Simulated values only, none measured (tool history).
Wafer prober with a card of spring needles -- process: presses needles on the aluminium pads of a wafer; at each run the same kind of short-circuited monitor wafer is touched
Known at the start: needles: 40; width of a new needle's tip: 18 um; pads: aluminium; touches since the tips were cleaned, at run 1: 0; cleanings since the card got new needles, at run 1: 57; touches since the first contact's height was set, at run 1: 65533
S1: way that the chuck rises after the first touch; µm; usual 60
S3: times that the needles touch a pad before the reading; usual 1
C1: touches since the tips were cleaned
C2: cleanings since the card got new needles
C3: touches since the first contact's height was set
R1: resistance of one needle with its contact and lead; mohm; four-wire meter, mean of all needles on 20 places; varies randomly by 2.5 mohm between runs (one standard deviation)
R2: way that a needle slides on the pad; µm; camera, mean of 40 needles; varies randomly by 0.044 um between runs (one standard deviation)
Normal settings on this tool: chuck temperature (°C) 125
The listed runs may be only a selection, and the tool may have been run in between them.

run 1 hour=0 | S1=60 chuck_temperature_(°C)=125 S3=1 | C1=0 C2=57 C3=65533 | R1=292 R2=14.06
-- hour=15.8 tips cleaned on abrasive film
-- hour=31.6 tips cleaned on abrasive film
run 2 hour=35.2 | S1=60 chuck_temperature_(°C)=125 S3=1 | C1=1401 C2=59 C3=78877 | R1=358 R2=14.15
-- hour=47.6 tips cleaned on abrasive film
-- hour=61.9 tips cleaned on abrasive film
run 3 hour=72.1 | S1=60 chuck_temperature_(°C)=106 S3=1 | C1=3854 C2=61 C3=92826 | R1=414 R2=14.02
-- hour=78 tips cleaned on abrasive film
-- hour=81.6 height of the first contact set anew
-- hour=94.6 tips cleaned on abrasive film
run 4 hour=98.9 | S1=60 chuck_temperature_(°C)=106 S3=1 | C1=1645 C2=63 C3=6550 | R1=345 R2=14.3
-- hour=109.4 tips cleaned on abrasive film
-- hour=124.3 tips cleaned on abrasive film
-- hour=139.3 tips cleaned on abrasive film
run 5 hour=139.8 | S1=60 chuck_temperature_(°C)=101 S3=1 | C1=169 C2=66 C3=21982 | R1=297 R2=14.32
-- hour=153.5 tips cleaned on abrasive film
-- hour=167.9 tips cleaned on abrasive film
run 6 hour=170.9 | S1=60 chuck_temperature_(°C)=125 S3=1 | C1=1153 C2=68 C3=33768 | R1=346 R2=14.21
-- hour=183.9 tips cleaned on abrasive film
-- hour=201.2 tips cleaned on abrasive film
run 7 hour=205.6 | S1=60 chuck_temperature_(°C)=125 S3=1 | C1=1680 C2=70 C3=46911 | R1=358 R2=14.19
-- hour=215.7 tips cleaned on abrasive film
-- hour=232.3 tips cleaned on abrasive film
run 8 hour=232.9 | S1=65 chuck_temperature_(°C)=125 S3=1 | C1=230 C2=72 C3=57226 | R1=303 R2=15.31
-- hour=247.2 tips cleaned on abrasive film
run 9 hour=260.7 | S1=60 chuck_temperature_(°C)=125 S3=1 | C1=5137 C2=73 C3=67771 | R1=430 R2=14.12
-- hour=263.9 tips cleaned on abrasive film
-- hour=267.5 tips cleaned on abrasive film, once more
-- hour=283.5 tips cleaned on abrasive film
run 10 hour=292.8 | S1=40 chuck_temperature_(°C)=125 S3=1 | C1=3536 C2=76 C3=79879 | R1=580 R2=9.35
-- hour=298.3 tips cleaned on abrasive film
-- hour=313.3 tips cleaned on abrasive film
run 11 hour=313.3 | S1=40 chuck_temperature_(°C)=46 S3=1 | C1=0 C2=78 C3=87621 | R1=317 R2=9.25
-- hour=329.5 tips cleaned on abrasive film
-- hour=337.9 height of the first contact set anew
-- hour=345.2 tips cleaned on abrasive film
run 12 hour=349.6 | S1=40 chuck_temperature_(°C)=46 S3=1 | C1=1676 C2=80 C3=4420 | R1=476 R2=9.52
-- hour=360 tips cleaned on abrasive film
run 13 hour=369.2 | S1=40 chuck_temperature_(°C)=46 S3=1 | C1=3507 C2=81 C3=11845 | R1=562 R2=9.56
-- hour=376 tips cleaned on abrasive film
-- hour=392.6 tips cleaned on abrasive film
-- hour=407.8 tips cleaned on abrasive film
run 14 hour=407.8 | S1=60 chuck_temperature_(°C)=125 S3=1 | C1=0 C2=84 C3=26438 | R1=297 R2=14.22
-- hour=422.1 tips cleaned on abrasive film
run 15 hour=426.8 | S1=60 chuck_temperature_(°C)=125 S3=1 | C1=1785 C2=85 C3=33632 | R1=376 R2=14.25
-- hour=436.9 tips cleaned on abrasive film
run 16 hour=447.4 | S1=60 chuck_temperature_(°C)=125 S3=1 | C1=3994 C2=86 C3=41454 | R1=422 R2=14.19
-- hour=452.9 tips cleaned on abrasive film
-- hour=467.7 tips cleaned on abrasive film
-- hour=482.8 tips cleaned on abrasive film
run 17 hour=487.9 | S1=60 chuck_temperature_(°C)=125 S3=1 | C1=1967 C2=89 C3=56775 | R1=365 R2=14.14
-- hour=497.8 tips cleaned on abrasive film
-- hour=514.2 tips cleaned on abrasive film
run 18 hour=527 | S1=60 chuck_temperature_(°C)=125 S3=1 | C1=4868 C2=91 C3=71585 | R1=436 R2=14.18
-- hour=530.5 tips cleaned on abrasive film
-- hour=545 tips cleaned on abrasive film
run 19 hour=556.1 | S1=41 chuck_temperature_(°C)=95 S3=1 | C1=4216 C2=93 C3=82568 | R1=605 R2=9.54
-- hour=560.1 tips cleaned on abrasive film
-- hour=575.9 tips cleaned on abrasive film
run 20 hour=576.2 | S1=41 chuck_temperature_(°C)=33 S3=2 | C1=131 C2=95 C3=90173 | R1=305 R2=9.47
-- hour=591.7 tips cleaned on abrasive film
-- hour=595.5 height of the first contact set anew
-- hour=606.2 tips cleaned on abrasive film
run 21 hour=614.2 | S1=41 chuck_temperature_(°C)=33 S3=1 | C1=3076 C2=97 C3=7107 | R1=527 R2=9.77
-- hour=620.4 tips cleaned on abrasive film
-- hour=635.3 tips cleaned on abrasive film
run 22 hour=641.9 | S1=69 chuck_temperature_(°C)=40 S3=3 | C1=2512 C2=99 C3=17582 | R1=285 R2=16.32
-- hour=651.2 tips cleaned on abrasive film
-- hour=667.1 tips cleaned on abrasive film
run 23 hour=673.1 | S1=69 chuck_temperature_(°C)=40 S3=3 | C1=2266 C2=101 C3=29366 | R1=293 R2=16.41
-- hour=682.9 tips cleaned on abrasive film
-- hour=699.3 tips cleaned on abrasive film
-- hour=714.1 tips cleaned on abrasive film
run 24 hour=717.7 | S1=69 chuck_temperature_(°C)=40 S3=3 | C1=1352 C2=104 C3=46243 | R1=285 R2=16.24
-- hour=729.2 tips cleaned on abrasive film
-- hour=743.8 tips cleaned on abrasive film
-- hour=760.5 tips cleaned on abrasive film
run 25 hour=761 | S1=60 chuck_temperature_(°C)=36 S3=3 | C1=199 C2=107 C3=62623 | R1=271 R2=14.06
-- hour=774.7 tips cleaned on abrasive film
-- hour=789 tips cleaned on abrasive film
run 26 hour=790 | S1=49 chuck_temperature_(°C)=36 S3=3 | C1=348 C2=109 C3=73575 | R1=288 R2=11.45
-- hour=804.3 tips cleaned on abrasive film
-- hour=820.1 tips cleaned on abrasive film
run 27 hour=826.4 | S1=50 chuck_temperature_(°C)=36 S3=3 | C1=2385 C2=111 C3=87365 | R1=330 R2=11.65
-- hour=836.3 tips cleaned on abrasive film
-- hour=850.2 height of the first contact set anew
-- hour=853.3 tips cleaned on abrasive film
run 28 hour=854.5 | S1=42 chuck_temperature_(°C)=125 S3=2 | C1=443 C2=113 C3=1618 | R1=341 R2=10.02
-- hour=868.3 tips cleaned on abrasive film
-- hour=883.6 tips cleaned on abrasive film
-- hour=898.7 tips cleaned on abrasive film
run 29 hour=898.7 | S1=42 chuck_temperature_(°C)=125 S3=2 | C1=0 C2=116 C3=18316 | R1=313 R2=9.97
-- hour=915.2 tips cleaned on abrasive film
run 30 hour=926.3 | S1=79 chuck_temperature_(°C)=125 S3=2 | C1=4263 C2=117 C3=28828 | R1=331 R2=18.72

Describe how what the log doesn't record of the tool's condition differs between the last listed run preceding each entry between runs and the first listed run following it.
Between runs 1 and 2: tips cleaned on abrasive film (hour 15.8); tips cleaned on abrasive film (hour 31.6)
  debris on the tips, nm: 8.7 -> 77.8; way that the needles fall short of the set height, um: 0.75 -> 0.89; tips' diameter, um: 19.46 -> 19.72
  measured less the result without the state, R1: +10 -> +74 mohm; R2: -0.18 -> -0.22 µm
Between runs 2 and 3: tips cleaned on abrasive film (hour 47.6); tips cleaned on abrasive film (hour 61.9)
  debris on the tips, nm: 77.8 -> 139.9; way that the needles fall short of the set height, um: 0.89 -> 1.08; tips' diameter, um: 19.72 -> 19.78
  measured less the result without the state, R1: +74 -> +134 mohm; R2: -0.22 -> -0.26 µm
Between runs 3 and 4: tips cleaned on abrasive film (hour 78); height of the first contact set anew (hour 81.6); tips cleaned on abrasive film (hour 94.6)
  debris on the tips, nm: 139.9 -> 76.8; way that the needles fall short of the set height, um: 1.08 -> 0.09; tips' diameter, um: 19.78 -> 19.83
  measured less the result without the state, R1: +134 -> +72 mohm; R2: -0.26 -> -0.03 µm
Between runs 4 and 5: tips cleaned on abrasive film (hour 109.4); tips cleaned on abrasive film (hour 124.3); tips cleaned on abrasive film (hour 139.3)
  debris on the tips, nm: 76.8 -> 21.1; way that the needles fall short of the set height, um: 0.09 -> 0.3; tips' diameter, um: 19.83 -> 19.91
  measured less the result without the state, R1: +72 -> +22 mohm; R2: -0.03 -> -0.08 µm
Between runs 5 and 6: tips cleaned on abrasive film (hour 153.5); tips cleaned on abrasive film (hour 167.9)
  debris on the tips, nm: 21.1 -> 67; way that the needles fall short of the set height, um: 0.3 -> 0.48; tips' diameter, um: 19.91 -> 19.97
  measured less the result without the state, R1: +22 -> +63 mohm; R2: -0.08 -> -0.11 µm
Between runs 6 and 7: tips cleaned on abrasive film (hour 183.9); tips cleaned on abrasive film (hour 201.2)
  debris on the tips, nm: 67 -> 78.5; way that the needles fall short of the set height, um: 0.48 -> 0.62; tips' diameter, um: 19.97 -> 20.02
  measured less the result without the state, R1: +63 -> +75 mohm; R2: -0.11 -> -0.14 µm
Between runs 7 and 8: tips cleaned on abrasive film (hour 215.7); tips cleaned on abrasive film (hour 232.3)
  debris on the tips, nm: 78.5 -> 22.5; way that the needles fall short of the set height, um: 0.62 -> 0.8; tips' diameter, um: 20.02 -> 20.08
  measured less the result without the state, R1: +75 -> +21 mohm; R2: -0.14 -> -0.19 µm
Between runs 8 and 9: tips cleaned on abrasive film (hour 247.2)
  debris on the tips, nm: 22.5 -> 154.9; way that the needles fall short of the set height, um: 0.8 -> 0.86; tips' diameter, um: 20.08 -> 20.1
  measured less the result without the state, R1: +21 -> +147 mohm; R2: -0.19 -> -0.2 µm
Between runs 9 and 10: tips cleaned on abrasive film (hour 263.9); tips cleaned on abrasive film, once more (hour 267.5); tips cleaned on abrasive film (hour 283.5)
  debris on the tips, nm: 154.9 -> 136.9; way that the needles fall short of the set height, um: 0.86 -> 1.07; tips' diameter, um: 20.1 -> 20.18
  measured less the result without the state, R1: +147 -> +283 mohm; R2: -0.2 -> -0.26 µm
Between runs 10 and 11: tips cleaned on abrasive film (hour 298.3); tips cleaned on abrasive film (hour 313.3)
  debris on the tips, nm: 136.9 -> 18.7; way that the needles fall short of the set height, um: 1.07 -> 1.21; tips' diameter, um: 20.18 -> 20.23
  measured less the result without the state, R1: +283 -> +49 mohm; R2: -0.26 -> -0.28 µm
Between runs 11 and 12: tips cleaned on abrasive film (hour 329.5); height of the first contact set anew (hour 337.9); tips cleaned on abrasive film (hour 345.2)
  debris on the tips, nm: 18.7 -> 89.2; way that the needles fall short of the set height, um: 1.21 -> 0.07; tips' diameter, um: 20.23 -> 20.28
  measured less the result without the state, R1: +49 -> +204 mohm; R2: -0.28 -> -0.01 µm
Between runs 12 and 13: tips cleaned on abrasive film (hour 360)
  debris on the tips, nm: 89.2 -> 129.2; way that the needles fall short of the set height, um: 0.07 -> 0.16; tips' diameter, um: 20.28 -> 20.31
  measured less the result without the state, R1: +204 -> +292 mohm; R2: -0.01 -> -0.04 µm
Between runs 13 and 14: tips cleaned on abrasive film (hour 376); tips cleaned on abrasive film (hour 392.6); tips cleaned on abrasive film (hour 407.8)
  debris on the tips, nm: 129.2 -> 11.6; way that the needles fall short of the set height, um: 0.16 -> 0.36; tips' diameter, um: 20.31 -> 20.38
  measured less the result without the state, R1: +292 -> +15 mohm; R2: -0.04 -> -0.08 µm
Between runs 14 and 15: tips cleaned on abrasive film (hour 422.1)
  debris on the tips, nm: 11.6 -> 90; way that the needles fall short of the set height, um: 0.36 -> 0.44; tips' diameter, um: 20.38 -> 20.41
  measured less the result without the state, R1: +15 -> +89 mohm; R2: -0.08 -> -0.1 µm
Between runs 15 and 16: tips cleaned on abrasive film (hour 436.9)
  debris on the tips, nm: 90 -> 143.4; way that the needles fall short of the set height, um: 0.44 -> 0.5; tips' diameter, um: 20.41 -> 20.43
  measured less the result without the state, R1: +89 -> +138 mohm; R2: -0.1 -> -0.12 µm
Between runs 16 and 17: tips cleaned on abrasive film (hour 452.9); tips cleaned on abrasive film (hour 467.7); tips cleaned on abrasive film (hour 482.8)
  debris on the tips, nm: 143.4 -> 84.3; way that the needles fall short of the set height, um: 0.5 -> 0.72; tips' diameter, um: 20.43 -> 20.51
  measured less the result without the state, R1: +138 -> +84 mohm; R2: -0.12 -> -0.17 µm
Between runs 17 and 18: tips cleaned on abrasive film (hour 497.8); tips cleaned on abrasive film (hour 514.2)
  debris on the tips, nm: 84.3 -> 157.6; way that the needles fall short of the set height, um: 0.72 -> 0.84; tips' diameter, um: 20.51 -> 20.55
  measured less the result without the state, R1: +84 -> +155 mohm; R2: -0.17 -> -0.2 µm
Between runs 18 and 19: tips cleaned on abrasive film (hour 530.5); tips cleaned on abrasive film (hour 545)
  debris on the tips, nm: 157.6 -> 148.1; way that the needles fall short of the set height, um: 0.84 -> 0.97; tips' diameter, um: 20.55 -> 20.6
  measured less the result without the state, R1: +155 -> +319 mohm; R2: -0.2 -> -0.23 µm
Between runs 19 and 20: tips cleaned on abrasive film (hour 560.1); tips cleaned on abrasive film (hour 575.9)
  debris on the tips, nm: 148.1 -> 23.3; way that the needles fall short of the set height, um: 0.97 -> 1.12; tips' diameter, um: 20.6 -> 20.65
  measured less the result without the state, R1: +319 -> +39 mohm; R2: -0.23 -> -0.27 µm
Between runs 20 and 21: tips cleaned on abrasive film (hour 591.7); height of the first contact set anew (hour 595.5); tips cleaned on abrasive film (hour 606.2)
  debris on the tips, nm: 23.3 -> 113.5; way that the needles fall short of the set height, um: 1.12 -> 0.06; tips' diameter, um: 20.65 -> 20.7
  measured less the result without the state, R1: +39 -> +260 mohm; R2: -0.27 -> -0.01 µm
Between runs 21 and 22: tips cleaned on abrasive film (hour 620.4); tips cleaned on abrasive film (hour 635.3)
  debris on the tips, nm: 113.5 -> 102.8; way that the needles fall short of the set height, um: 0.06 -> 0.2; tips' diameter, um: 20.7 -> 20.75
  measured less the result without the state, R1: +260 -> +34 mohm; R2: -0.01 -> -0.05 µm
Between runs 22 and 23: tips cleaned on abrasive film (hour 651.2); tips cleaned on abrasive film (hour 667.1)
  debris on the tips, nm: 102.8 -> 104.6; way that the needles fall short of the set height, um: 0.2 -> 0.32; tips' diameter, um: 20.75 -> 20.79
  measured less the result without the state, R1: +34 -> +35 mohm; R2: -0.05 -> -0.08 µm
Between runs 23 and 24: tips cleaned on abrasive film (hour 682.9); tips cleaned on abrasive film (hour 699.3); tips cleaned on abrasive film (hour 714.1)
  debris on the tips, nm: 104.6 -> 81.7; way that the needles fall short of the set height, um: 0.32 -> 0.59; tips' diameter, um: 20.79 -> 20.88
  measured less the result without the state, R1: +35 -> +29 mohm; R2: -0.08 -> -0.14 µm
Between runs 24 and 25: tips cleaned on abrasive film (hour 729.2); tips cleaned on abrasive film (hour 743.8); tips cleaned on abrasive film (hour 760.5)
  debris on the tips, nm: 81.7 -> 32.2; way that the needles fall short of the set height, um: 0.59 -> 0.81; tips' diameter, um: 20.88 -> 20.96
  measured less the result without the state, R1: +29 -> +17 mohm; R2: -0.14 -> -0.19 µm
Between runs 25 and 26: tips cleaned on abrasive film (hour 774.7); tips cleaned on abrasive film (hour 789)
  debris on the tips, nm: 32.2 -> 34.9; way that the needles fall short of the set height, um: 0.81 -> 0.96; tips' diameter, um: 20.96 -> 21.01
  measured less the result without the state, R1: +17 -> +27 mohm; R2: -0.19 -> -0.22 µm
Between runs 26 and 27: tips cleaned on abrasive film (hour 804.3); tips cleaned on abrasive film (hour 820.1)
  debris on the tips, nm: 34.9 -> 108.7; way that the needles fall short of the set height, um: 0.96 -> 1.11; tips' diameter, um: 21.01 -> 21.07
  measured less the result without the state, R1: +27 -> +70 mohm; R2: -0.22 -> -0.27 µm
Between runs 27 and 28: tips cleaned on abrasive film (hour 836.3); height of the first contact set anew (hour 850.2); tips cleaned on abrasive film (hour 853.3)
  debris on the tips, nm: 108.7 -> 33.9; way that the needles fall short of the set height, um: 1.11 -> 0.09; tips' diameter, um: 21.07 -> 21.12
  measured less the result without the state, R1: +70 -> +47 mohm; R2: -0.27 -> -0.02 µm
Between runs 28 and 29: tips cleaned on abrasive film (hour 868.3); tips cleaned on abrasive film (hour 883.6); tips cleaned on abrasive film (hour 898.7)
  debris on the tips, nm: 33.9 -> 8.1; way that the needles fall short of the set height, um: 0.09 -> 0.33; tips' diameter, um: 21.12 -> 21.21
  measured less the result without the state, R1: +47 -> +17 mohm; R2: -0.02 -> -0.08 µm
Between runs 29 and 30: tips cleaned on abrasive film (hour 915.2)
  debris on the tips, nm: 8.1 -> 140; way that the needles fall short of the set height, um: 0.33 -> 0.4; tips' diameter, um: 21.21 -> 21.23
  measured less the result without the state, R1: +17 -> +54 mohm; R2: -0.08 -> -0.1 µm

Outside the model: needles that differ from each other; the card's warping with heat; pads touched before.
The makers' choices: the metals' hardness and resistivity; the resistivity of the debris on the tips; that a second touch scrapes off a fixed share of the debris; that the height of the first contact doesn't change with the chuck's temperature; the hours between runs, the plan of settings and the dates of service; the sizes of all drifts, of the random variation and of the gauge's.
